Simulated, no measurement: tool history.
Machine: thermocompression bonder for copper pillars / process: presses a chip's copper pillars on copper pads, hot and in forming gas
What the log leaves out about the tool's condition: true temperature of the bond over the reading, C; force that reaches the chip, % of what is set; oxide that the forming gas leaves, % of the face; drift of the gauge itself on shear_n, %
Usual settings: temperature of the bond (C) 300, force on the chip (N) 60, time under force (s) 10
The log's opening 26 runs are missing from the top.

run    hour  temperature of the bond (C)  force on the chip (N)  time under force (s)  hours of work since the heater was calibrated  hours of work since the force cell was calibrated  hours of work since the gas filter was changed  force that shears a chip off (N)
 27   766.9                          300                     65                    28                                            373                                                522                                              38                                94
 28   787.5                          300                     65                    28                                            386                                                535                                              51                              93.3
 29   827.5                          279                     84                    20                                            410                                                559                                              76                              75.7
 30   859.8                          286                     44                    20                                            430                                                579                                              95                              58.1
      889.9  -- forming gas filter changed
 31   898.1                          286                     44                    20                                            454                                                602                                               5                              64.2
 32   929.3                          286                     44                    20                                            473                                                622                                              24                              62.7
 33   956.3                          286                     44                    20                                            489                                                638                                              41                              61.5
 34   995.3                          286                     49                    22                                            513                                                662                                              65                              65.5
 35  1018.8                          286                     44                    26                                            528                                                677                                              79                              65.3
 36  1043.6                          298                     82                    26                                            543                                                692                                              95                              93.2
       1075  -- forming gas filter changed
 37  1079.4                          280                     56                    26                                            565                                                714                                               3                                74
 38  1109.4                          297                     72                    20                                            584                                                732                                              21                              88.9
 39  1153.5                          300                     68                    18                                            611                                                760                                              48                              83.3

5 ways to go on from here, each from the tool as it stands after run 39. What would each give?
  A  1186.1                          273                     60                    10                                            631                                                780                                              69                                 ?
  B  1186.1                          294                     71                    18                                            631                                                780                                              69                                 ?
  C  1186.1                          300                     60                     5                                            631                                                780                                              69                                 ?
  D  1186.1                          328                     68                    18                                            631                                                780                                              69                                 ?
  E  1186.1                          274                     60                     6                                            631                                                780                                              69                                 ?

run  force that shears a chip off (N)
  A                              46.7
  B                              78.6
  C                              47.9
  D                             100.2
  E                              37.7
Take away the tool's hidden state, keep each run's random variation, and the runs would have read:
run  force that shears a chip off (N)
  A                              49.8
  B                              84.3
  C                              51.3
  D                             107.9
  E                              40.3
